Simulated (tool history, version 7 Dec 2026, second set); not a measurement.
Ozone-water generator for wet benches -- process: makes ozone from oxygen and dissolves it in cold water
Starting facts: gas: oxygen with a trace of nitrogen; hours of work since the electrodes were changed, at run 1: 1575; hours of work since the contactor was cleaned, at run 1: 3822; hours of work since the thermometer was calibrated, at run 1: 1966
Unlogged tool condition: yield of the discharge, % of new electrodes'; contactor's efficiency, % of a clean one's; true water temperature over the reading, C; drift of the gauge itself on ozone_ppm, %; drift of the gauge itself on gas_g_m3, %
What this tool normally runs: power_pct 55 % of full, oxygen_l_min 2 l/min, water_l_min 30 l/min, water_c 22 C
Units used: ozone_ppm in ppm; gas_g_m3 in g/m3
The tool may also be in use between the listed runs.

run     day  power_pct  oxygen_l_min  water_l_min  water_c  hours of work since the electrodes were changed  hours of work since the contactor was cleaned  hours of work since the thermometer was calibrated  ozone_ppm  gas_g_m3
  1       0         55             2           30       22                                             1575                                           3822                                                1966       4.48     127.3
  2   2.238         55             2           30       22                                             1628                                           3875                                                2019       4.28     125.9
  3   4.462         55             2           30       22                                             1681                                           3927                                                2071       4.67     126.4
  4   5.779         55             2           30       22                                             1712                                           3958                                                2102       4.61     125.4
  5   7.812         55             2           30       22                                             1760                                           4006                                                2150       4.61     124.7
  6  10.433         55             2           30       22                                             1821                                           4068                                                2212       4.41     126.1
  7  12.021         55             2           30       22                                             1859                                           4105                                                2249       4.52     126.6
  8   14.85         55          2.28           30       22                                             1925                                           4172                                                2316       4.82     116.3
     16.183  -- contactor cleaned
  9  16.383         55          2.28           30       22                                             1957                                              5                                                2348       4.74     116.9
 10  19.142         55          2.28           30       22                                             2022                                             70                                                2413       4.69     116.5
 11   21.15         55             2           30       22                                             2070                                            117                                                2460       4.47     125.8
 12    22.6         55             2           30       22                                             2104                                            151                                                2495       4.51     126.7
 13   25.65         55             2           30       22                                             2176                                            223                                                2566       4.52     126.4
 14  27.421         55             2           30       22                                             2217                                            265                                                2608       4.51     126.4
 15  28.792         55             2           30       22                                             2250                                            297                                                2640       4.52     125.6
 16  31.454         55             2           30       22                                             2312                                            360                                                2703        4.5     127.3
 17  33.942         55             2           30       22                                             2371                                            418                                                2762       4.56     125.1
 18    36.3         44          2.46           31       18                                             2427                                            474                                                2817       4.08      98.2
 19  37.846         44          2.46           31       18                                             2463                                            510                                                2854       4.11      98.2
 20  40.146         55          1.01           30       19                                             2517                                            564                                                2908       3.75     181.2
 21  42.371         55          1.26           30       22                                             2570                                            617                                                2960       3.86     161.9
     42.988  -- water thermometer calibrated
 22  43.967         55          1.26           30       22                                             2607                                            654                                                  23       4.07     161.8
 23  45.975         55          1.26           30       22                                             2654                                            701                                                  70       3.87     161.9
 24  48.454         55          2.13           39       22                                             2712                                            760                                                 129          3     122.6
 25  50.154         40          1.82           27       29                                             2752                                            800                                                 169       3.97       110
 26  51.646         65          1.82           19       15                                             2788                                            835                                                 204       8.61       147
 27  54.754         65          1.82           19       15                                             2861                                            908                                                 277       8.78     144.5
 28  56.475         65          1.82           19       15                                             2901                                            948                                                 318       8.86     146.5
 29  58.383         65          1.82           32       15                                             2946                                            993                                                 363       4.54     146.5
 30   61.25         55             2           30       29                                             3014                                           1061                                                 430       4.44       127
 31  64.262         46             2           30       29                                             3085                                           1132                                                 501       4.06     113.1
 32  65.796         88          3.31           26       17                                             3121                                           1168                                                 537       8.35     126.6
 33  68.288         65          2.81           34       20                                             3180                                           1227                                                 596       4.95     116.9

What differs in the tool's unlogged condition from the final listed run ahead of each entry between runs to the first listed run following it?
In the gap between runs 8 and 9: contactor cleaned (day 16.183)
  contactor's efficiency, % of a clean one's: 99.9 -> 100
In the gap between runs 21 and 22: water thermometer calibrated (day 42.988)
  nothing in the hidden state changes from one run to the other
